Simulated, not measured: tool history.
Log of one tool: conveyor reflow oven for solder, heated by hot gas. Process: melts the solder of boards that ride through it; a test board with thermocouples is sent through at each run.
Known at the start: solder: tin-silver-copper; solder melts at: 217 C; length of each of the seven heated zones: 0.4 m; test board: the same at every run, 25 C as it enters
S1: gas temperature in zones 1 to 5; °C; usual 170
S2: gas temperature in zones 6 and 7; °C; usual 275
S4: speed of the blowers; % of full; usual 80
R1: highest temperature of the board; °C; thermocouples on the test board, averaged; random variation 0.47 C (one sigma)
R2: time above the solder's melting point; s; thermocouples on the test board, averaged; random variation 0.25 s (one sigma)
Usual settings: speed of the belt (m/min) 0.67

Run 1, day 0: usual settings. Result: R1 260.2 °C, R2 57.9 s.
Run 2, day 1.254: usual settings. Result: R1 259.7 °C, R2 58 s.
At day 1.954: flux residue cleaned out of gas plates and filters.
Run 3, day 2.329: usual settings. Result: R1 261.2 °C, R2 59.2 s.
Run 4, day 3.504: usual settings. Result: R1 261.6 °C, R2 59 s.
Run 5, day 4.217: usual settings but S2 278 °C. Result: R1 263.8 °C, R2 60.5 s.
Run 6, day 5.279: usual settings but S2 270 °C. Result: R1 257.6 °C, R2 56.9 s.
Run 7, day 6.038: usual settings but S1 184 °C. Result: R1 262.9 °C, R2 64.2 s.
Run 8, day 7.275: usual settings. Result: R1 261.2 °C, R2 58.7 s.
Run 9, day 8.5: usual settings but S4 87 % of full. Result: R1 262 °C, R2 59.6 s.
Run 10, day 9.688: usual settings. Result: R1 260.4 °C, R2 58.7 s.
Run 11, day 10.667: usual settings but S1 164 °C. Result: R1 260.1 °C, R2 56.2 s.
Run 12, day 11.667: usual settings but S1 164 °C, S2 279 °C. Result: R1 265 °C, R2 58 s.
Run 13, day 12.4: usual settings but S1 164 °C, S2 279 °C. Result: R1 262.8 °C, R2 57.6 s.
Run 14, day 13.392: usual settings but S1 164 °C, S2 279 °C. Result: R1 263.2 °C, R2 57.9 s.
Run 15, day 14.321: usual settings but speed of the belt (m/min) 0.699. Result: R1 259.1 °C, R2 55.2 s.
Run 16, day 15.404: usual settings but speed of the belt (m/min) 0.699. Result: R1 258.4 °C, R2 55.4 s.
Run 17, day 16.117: usual settings but speed of the belt (m/min) 0.699. Result: R1 258.6 °C, R2 54.9 s.
Run 18, day 16.725: usual settings but S1 163 °C, speed of the belt (m/min) 0.699. Result: R1 257.8 °C, R2 52.4 s.
Run 19, day 17.479: usual settings but S1 163 °C, speed of the belt (m/min) 0.699. Result: R1 257.3 °C, R2 52.4 s.
At day 18.446: flux residue cleaned out of gas plates and filters.
Run 20, day 18.979: usual settings but S1 165 °C, S2 279 °C, speed of the belt (m/min) 0.794. Result: R1 259.6 °C, R2 46.6 s.
Run 21, day 20.146: usual settings but S2 280 °C, speed of the belt (m/min) 0.784. Result: R1 260.2 °C, R2 49.7 s.
Run 22, day 21.296: usual settings but S2 280 °C, speed of the belt (m/min) 0.784. Result: R1 261 °C, R2 49.2 s.
Run 23, day 22.196: usual settings but S2 280 °C, speed of the belt (m/min) 0.784. Result: R1 260.8 °C, R2 49.1 s.
Run 24, day 23.154: usual settings but S2 280 °C, speed of the belt (m/min) 0.784. Result: R1 260.1 °C, R2 49.3 s.
Run 25, day 24.071: usual settings but S1 158 °C, S2 274 °C, speed of the belt (m/min) 0.785, S4 85 % of full. Result: R1 253.9 °C, R2 42.7 s.
Run 26, day 24.95: usual settings but S1 158 °C, S2 274 °C, speed of the belt (m/min) 0.785, S4 85 % of full. Result: R1 254 °C, R2 42.5 s.
Run 27, day 26.225: usual settings but S1 165 °C, S2 265 °C. Result: R1 250.6 °C, R2 51.2 s.
Run 28, day 27.529: usual settings but S1 165 °C, S2 265 °C. Result: R1 250.3 °C, R2 51 s.
Run 29, day 28.138: usual settings but S1 171 °C, speed of the belt (m/min) 0.594. Result: R1 263.8 °C, R2 68.8 s.
Run 30, day 29.021: usual settings but S1 171 °C, speed of the belt (m/min) 0.767, S4 83 % of full. Result: R1 257.2 °C, R2 48.7 s.
Run 31, day 30.179: usual settings but S1 171 °C, speed of the belt (m/min) 0.577, S4 73 % of full. Result: R1 262.9 °C, R2 71 s.
Run 32, day 31.033: usual settings but S1 171 °C, speed of the belt (m/min) 0.577, S4 73 % of full. Result: R1 263.1 °C, R2 71 s.

Some steps in R1 between neighbouring runs. How much of each would the tool show without its hidden state too (settings, what came in, random variation), and how much is left for the hidden state, with any gauge scatter that isn't in both results?
The hidden state here: heat that the gas passes to the board, % of a clean oven's; belt's true speed, % of the reading; true gas temperature in zones 6 and 7 over the reading, C; drift of the gauge itself on peak_c, C; drift of the gauge itself on liquid_s, %.
Run 2 -> 3: flux residue cleaned out of gas plates and filters. R1 +1.5 °C: hidden state +1.6, all else -0.1.
Run 19 -> 20: S1 163 -> 165, S2 275 -> 279, speed of the belt (m/min) 0.699 -> 0.794, flux residue cleaned out of gas plates and filters. R1 +2.3 °C: hidden state +1.7, all else +0.6.
Run 24 -> 25: S1 170 -> 158, S2 280 -> 274, speed of the belt (m/min) 0.784 -> 0.785, S4 80 -> 85. R1 -6.2 °C: hidden state -0.3, all else -5.9.
Run 28 -> 29: S1 165 -> 171, S2 265 -> 275, speed of the belt (m/min) 0.67 -> 0.594. R1 +13.5 °C: hidden state +0, all else +13.5.
Run 29 -> 30: speed of the belt (m/min) 0.594 -> 0.767, S4 80 -> 83. R1 -6.6 °C: hidden state -0.4, all else -6.2.

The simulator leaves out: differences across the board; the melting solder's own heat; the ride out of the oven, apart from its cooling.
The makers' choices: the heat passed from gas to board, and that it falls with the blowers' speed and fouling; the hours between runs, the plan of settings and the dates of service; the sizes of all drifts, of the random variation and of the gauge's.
